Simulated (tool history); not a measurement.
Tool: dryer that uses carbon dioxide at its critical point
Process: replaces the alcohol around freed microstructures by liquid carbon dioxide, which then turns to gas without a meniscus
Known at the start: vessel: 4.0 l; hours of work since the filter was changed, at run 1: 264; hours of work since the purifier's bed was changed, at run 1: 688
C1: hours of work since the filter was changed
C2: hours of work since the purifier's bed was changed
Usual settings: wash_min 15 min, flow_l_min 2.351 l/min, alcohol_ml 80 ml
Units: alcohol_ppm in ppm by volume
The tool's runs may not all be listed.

{"run": 1, "hour": 0.0, "wash_min": 15, "flow_l_min": 2.351, "alcohol_ml": 80, "C1": 264, "C2": 688, "alcohol_ppm": 222}
{"run": 2, "hour": 34.4, "wash_min": 15, "flow_l_min": 2.351, "alcohol_ml": 88, "C1": 291, "C2": 715, "alcohol_ppm": 234}
{"run": 3, "hour": 86.2, "wash_min": 15, "flow_l_min": 2.351, "alcohol_ml": 80, "C1": 332, "C2": 756, "alcohol_ppm": 255}
{"run": 4, "hour": 146.0, "wash_min": 15, "flow_l_min": 2.351, "alcohol_ml": 80, "C1": 379, "C2": 803, "alcohol_ppm": 258}
{"run": 5, "hour": 183.5, "wash_min": 15, "flow_l_min": 2.351, "alcohol_ml": 80, "C1": 409, "C2": 832, "alcohol_ppm": 264}
{"hour": 235.5, "done": "purifier's bed changed"}
{"run": 6, "hour": 244.8, "wash_min": 15, "flow_l_min": 2.351, "alcohol_ml": 80, "C1": 454, "C2": 7, "alcohol_ppm": 42}
{"run": 7, "hour": 296.0, "wash_min": 15, "flow_l_min": 2.351, "alcohol_ml": 93, "C1": 495, "C2": 48, "alcohol_ppm": 62}
{"hour": 314.4, "done": "inlet filter changed"}
{"run": 8, "hour": 351.6, "wash_min": 15, "flow_l_min": 2.351, "alcohol_ml": 93, "C1": 29, "C2": 90, "alcohol_ppm": 65}
{"run": 9, "hour": 406.4, "wash_min": 15, "flow_l_min": 2.351, "alcohol_ml": 93, "C1": 72, "C2": 133, "alcohol_ppm": 66}
{"run": 10, "hour": 446.5, "wash_min": 15, "flow_l_min": 2.351, "alcohol_ml": 93, "C1": 104, "C2": 165, "alcohol_ppm": 68}
{"run": 11, "hour": 475.0, "wash_min": 15, "flow_l_min": 2.351, "alcohol_ml": 93, "C1": 126, "C2": 187, "alcohol_ppm": 76}
{"run": 12, "hour": 538.2, "wash_min": 15, "flow_l_min": 2.351, "alcohol_ml": 93, "C1": 176, "C2": 237, "alcohol_ppm": 95}
{"run": 13, "hour": 569.9, "wash_min": 15, "flow_l_min": 2.351, "alcohol_ml": 80, "C1": 201, "C2": 262, "alcohol_ppm": 91}
{"run": 14, "hour": 606.6, "wash_min": 15, "flow_l_min": 2.351, "alcohol_ml": 30, "C1": 230, "C2": 291, "alcohol_ppm": 94}
{"run": 15, "hour": 635.4, "wash_min": 15, "flow_l_min": 2.351, "alcohol_ml": 30, "C1": 252, "C2": 313, "alcohol_ppm": 100}
{"run": 16, "hour": 665.3, "wash_min": 15, "flow_l_min": 2.351, "alcohol_ml": 80, "C1": 276, "C2": 337, "alcohol_ppm": 124}
{"run": 17, "hour": 692.0, "wash_min": 15, "flow_l_min": 2.351, "alcohol_ml": 80, "C1": 297, "C2": 358, "alcohol_ppm": 132}
{"run": 18, "hour": 718.6, "wash_min": 15, "flow_l_min": 3.91, "alcohol_ml": 80, "C1": 318, "C2": 379, "alcohol_ppm": 97}
{"run": 19, "hour": 760.9, "wash_min": 15, "flow_l_min": 2.351, "alcohol_ml": 80, "C1": 351, "C2": 412, "alcohol_ppm": 151}
{"run": 20, "hour": 793.0, "wash_min": 15, "flow_l_min": 1.8, "alcohol_ml": 80, "C1": 376, "C2": 437, "alcohol_ppm": 261}
{"run": 21, "hour": 830.1, "wash_min": 15, "flow_l_min": 1.8, "alcohol_ml": 80, "C1": 405, "C2": 466, "alcohol_ppm": 259}
{"run": 22, "hour": 887.8, "wash_min": 15, "flow_l_min": 2.17, "alcohol_ml": 80, "C1": 451, "C2": 512, "alcohol_ppm": 184}
{"run": 23, "hour": 928.2, "wash_min": 15, "flow_l_min": 2.17, "alcohol_ml": 80, "C1": 482, "C2": 543, "alcohol_ppm": 193}
{"run": 24, "hour": 960.3, "wash_min": 16, "flow_l_min": 2.17, "alcohol_ml": 80, "C1": 508, "C2": 569, "alcohol_ppm": 179}
{"hour": 964.8, "done": "inlet filter changed"}
{"run": 25, "hour": 1001.8, "wash_min": 23, "flow_l_min": 1.7, "alcohol_ml": 31, "C1": 29, "C2": 601, "alcohol_ppm": 164}
{"run": 26, "hour": 1053.0, "wash_min": 24, "flow_l_min": 2.98, "alcohol_ml": 80, "C1": 69, "C2": 641, "alcohol_ppm": 159}
{"run": 27, "hour": 1094.7, "wash_min": 24, "flow_l_min": 3.89, "alcohol_ml": 55, "C1": 102, "C2": 674, "alcohol_ppm": 165}
{"run": 28, "hour": 1148.7, "wash_min": 11, "flow_l_min": 3.01, "alcohol_ml": 39, "C1": 145, "C2": 716, "alcohol_ppm": 196}
{"run": 29, "hour": 1197.8, "wash_min": 22, "flow_l_min": 2.17, "alcohol_ml": 29, "C1": 183, "C2": 755, "alcohol_ppm": 194}
{"run": 30, "hour": 1228.2, "wash_min": 22, "flow_l_min": 2.17, "alcohol_ml": 29, "C1": 207, "C2": 778, "alcohol_ppm": 204}
{"run": 31, "hour": 1291.7, "wash_min": 22, "flow_l_min": 2.17, "alcohol_ml": 29, "C1": 257, "C2": 828, "alcohol_ppm": 217}
{"hour": 1347.4, "done": "purifier's bed changed"}
{"run": 32, "hour": 1355.9, "wash_min": 14, "flow_l_min": 1.89, "alcohol_ml": 44, "C1": 305, "C2": 7, "alcohol_ppm": 93}
{"run": 33, "hour": 1404.0, "wash_min": 14, "flow_l_min": 2.351, "alcohol_ml": 30, "C1": 343, "C2": 44, "alcohol_ppm": 34}
{"run": 34, "hour": 1446.6, "wash_min": 9, "flow_l_min": 2.351, "alcohol_ml": 90, "C1": 376, "C2": 78, "alcohol_ppm": 524}
{"run": 35, "hour": 1479.7, "wash_min": 13, "flow_l_min": 2.1, "alcohol_ml": 80, "C1": 402, "C2": 104, "alcohol_ppm": 179}
{"run": 36, "hour": 1513.8, "wash_min": 15, "flow_l_min": 2.36, "alcohol_ml": 50, "C1": 429, "C2": 131, "alcohol_ppm": 63}
{"run": 37, "hour": 1540.8, "wash_min": 14, "flow_l_min": 2.36, "alcohol_ml": 114, "C1": 450, "C2": 152, "alcohol_ppm": 121}
{"run": 38, "hour": 1575.2, "wash_min": 14, "flow_l_min": 1.75, "alcohol_ml": 75, "C1": 477, "C2": 179, "alcohol_ppm": 272}
{"hour": 1615.2, "done": "inlet filter changed"}
{"run": 39, "hour": 1637.9, "wash_min": 14, "flow_l_min": 1.9, "alcohol_ml": 75, "C1": 18, "C2": 227, "alcohol_ppm": 192}
{"run": 40, "hour": 1689.7, "wash_min": 14, "flow_l_min": 1.55, "alcohol_ml": 44, "C1": 59, "C2": 268, "alcohol_ppm": 241}
{"run": 41, "hour": 1735.6, "wash_min": 10, "flow_l_min": 2.81, "alcohol_ml": 80, "C1": 95, "C2": 304, "alcohol_ppm": 197}
{"run": 42, "hour": 1763.8, "wash_min": 10, "flow_l_min": 2.81, "alcohol_ml": 80, "C1": 117, "C2": 326, "alcohol_ppm": 196}
{"run": 43, "hour": 1803.9, "wash_min": 16, "flow_l_min": 2.09, "alcohol_ml": 49, "C1": 148, "C2": 358, "alcohol_ppm": 116}
{"run": 44, "hour": 1868.8, "wash_min": 11, "flow_l_min": 2.351, "alcohol_ml": 80, "C1": 199, "C2": 409, "alcohol_ppm": 289}

4 ways to go on from here, each from the tool as it stands after run 44. What would each give?
{"run": "A", "hour": 1920.2, "wash_min": 11, "flow_l_min": 1.93, "alcohol_ml": 73, "C1": 240, "C2": 449, "alcohol_ppm": "?"}
{"run": "B", "hour": 1920.2, "wash_min": 21, "flow_l_min": 1.42, "alcohol_ml": 80, "C1": 240, "C2": 449, "alcohol_ppm": "?"}
{"run": "C", "hour": 1920.2, "wash_min": 21, "flow_l_min": 1.43, "alcohol_ml": 111, "C1": 240, "C2": 449, "alcohol_ppm": "?"}
{"run": "D", "hour": 1920.2, "wash_min": 15, "flow_l_min": 2.39, "alcohol_ml": 80, "C1": 240, "C2": 449, "alcohol_ppm": "?"}

run=A alcohol_ppm=493
run=B alcohol_ppm=194
run=C alcohol_ppm=223
run=D alcohol_ppm=147
Without the tool's hidden state the same runs would have given:
run=A alcohol_ppm=332
run=B alcohol_ppm=72
run=C alcohol_ppm=92
run=D alcohol_ppm=29
